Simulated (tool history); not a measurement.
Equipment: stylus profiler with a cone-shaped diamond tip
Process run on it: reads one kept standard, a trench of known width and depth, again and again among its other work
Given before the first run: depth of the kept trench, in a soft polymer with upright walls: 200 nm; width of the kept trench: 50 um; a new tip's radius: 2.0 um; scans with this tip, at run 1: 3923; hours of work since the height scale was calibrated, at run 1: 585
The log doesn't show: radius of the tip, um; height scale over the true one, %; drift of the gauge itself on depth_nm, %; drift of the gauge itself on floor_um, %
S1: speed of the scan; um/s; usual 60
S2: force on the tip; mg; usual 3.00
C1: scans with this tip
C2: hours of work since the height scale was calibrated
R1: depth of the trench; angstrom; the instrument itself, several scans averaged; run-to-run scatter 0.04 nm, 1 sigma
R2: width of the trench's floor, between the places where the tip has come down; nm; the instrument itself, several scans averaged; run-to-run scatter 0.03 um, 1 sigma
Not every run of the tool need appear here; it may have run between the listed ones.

run 1 day=0.000 | S1=60 S2=3.00 | C1=3923 C2=585 | R1=2026.6 R2=47860
run 2 day=0.829 | S1=60 S2=3.00 | C1=4008 C2=598 | R1=2026.1 R2=47810
run 3 day=1.408 | S1=60 S2=3.00 | C1=4068 C2=607 | R1=2026.6 R2=47770
run 4 day=2.029 | S1=60 S2=3.00 | C1=4131 C2=616 | R1=2026.2 R2=47830
run 5 day=2.833 | S1=60 S2=3.00 | C1=4214 C2=629 | R1=2026.7 R2=47800
run 6 day=3.533 | S1=65 S2=3.00 | C1=4285 C2=639 | R1=2026.7 R2=47760
run 7 day=3.975 | S1=220 S2=3.00 | C1=4331 C2=646 | R1=2027.0 R2=47100
run 8 day=4.475 | S1=220 S2=3.00 | C1=4382 C2=654 | R1=2025.8 R2=47160
run 9 day=4.904 | S1=220 S2=3.00 | C1=4426 C2=660 | R1=2026.9 R2=47090
run 10 day=5.517 | S1=97 S2=2.87 | C1=4489 C2=670 | R1=2026.5 R2=47620
run 11 day=6.175 | S1=97 S2=2.87 | C1=4556 C2=680 | R1=2027.2 R2=47660
run 12 day=7.012 | S1=100 S2=2.48 | C1=4643 C2=693 | R1=2024.6 R2=47530
run 13 day=7.883 | S1=49 S2=6.22 | C1=4732 C2=706 | R1=2040.4 R2=47930
run 14 day=8.575 | S1=17 S2=1.79 | C1=4803 C2=717 | R1=2020.7 R2=47970

Per-run results on a tool with no hidden state, each run keeping its own random variation:
run=1 R1=2021.6 R2=48030
run=2 R1=2020.9 R2=47980
run=3 R1=2021.4 R2=47950
run=4 R1=2020.9 R2=48010
run=5 R1=2021.3 R2=47990
run=6 R1=2021.2 R2=47950
run=7 R1=2021.5 R2=47290
run=8 R1=2020.2 R2=47350
run=9 R1=2021.2 R2=47290
run=10 R1=2020.8 R2=47810
run=11 R1=2021.3 R2=47860
run=12 R1=2018.7 R2=47740
run=13 R1=2034.2 R2=48140
run=14 R1=2014.6 R2=48180
